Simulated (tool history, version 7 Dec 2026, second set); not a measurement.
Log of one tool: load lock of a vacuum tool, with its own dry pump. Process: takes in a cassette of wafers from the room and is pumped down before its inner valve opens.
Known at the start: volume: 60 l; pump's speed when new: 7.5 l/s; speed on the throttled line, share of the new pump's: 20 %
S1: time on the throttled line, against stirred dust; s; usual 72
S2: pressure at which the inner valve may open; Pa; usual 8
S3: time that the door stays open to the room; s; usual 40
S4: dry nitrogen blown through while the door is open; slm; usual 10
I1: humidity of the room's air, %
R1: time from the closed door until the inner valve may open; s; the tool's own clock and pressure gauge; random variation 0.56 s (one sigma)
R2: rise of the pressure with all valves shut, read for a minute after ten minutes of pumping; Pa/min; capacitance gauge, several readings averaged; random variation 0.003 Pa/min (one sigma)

Run 1, hour 0: usual settings; I1 46.3. Result: R1 133.5 s, R2 0.015 Pa/min.
Run 2, hour 109.1: usual settings; I1 47.5. Result: R1 134.2 s, R2 0.028 Pa/min.
Run 3, hour 175.4: usual settings; I1 44.7. Result: R1 134.2 s, R2 0.017 Pa/min.
Run 4, hour 234.7: usual settings; I1 45.4. Result: R1 134.4 s, R2 0.019 Pa/min.
Run 5, hour 342.5: usual settings; I1 43.7. Result: R1 134.3 s, R2 0.027 Pa/min.
Run 6, hour 452: usual settings but S2 10 Pa; I1 41.6. Result: R1 132.3 s, R2 0.026 Pa/min.
Run 7, hour 545.8: usual settings but S2 10 Pa, S4 12 slm; I1 42.8. Result: R1 130.8 s, R2 0.024 Pa/min.
Run 8, hour 636.2: usual settings but S2 10 Pa, S4 12 slm; I1 48.7. Result: R1 132.5 s, R2 0.024 Pa/min.
Run 9, hour 695.5: usual settings but S2 10 Pa, S4 12 slm; I1 45.5. Result: R1 132.6 s, R2 0.019 Pa/min.
Run 10, hour 749.4: usual settings but S2 7 Pa, S3 178 s, S4 19 slm; I1 45.1. Result: R1 134.7 s, R2 0.037 Pa/min.
Run 11, hour 833.9: usual settings but S1 51 s, S2 9 Pa, S3 44 s, S4 39 slm; I1 44.9. Result: R1 116.1 s, R2 0.017 Pa/min.

Forecast each of these 3 alternatives for the next run:
Run A, hour 944.6: usual settings but S4 37 slm; I1 48.1. Result: R1 ?, R2 ?.
Run B, hour 944.6: usual settings but S1 51 s, S2 10 Pa, S3 232 s, S4 22 slm; I1 48. Result: R1 ?, R2 ?.
Run C, hour 944.6: usual settings but S3 144 s, S4 32 slm; I1 44.5. Result: R1 ?, R2 ?.

run     R1     R2
  A  133.7  0.015
  B  115.7  0.045
  C  133.5  0.027
Without the tool's hidden state the same runs would have given:
run     R1     R2
  A  133.7  0.015
  B  115.7  0.045
  C  133.5  0.026
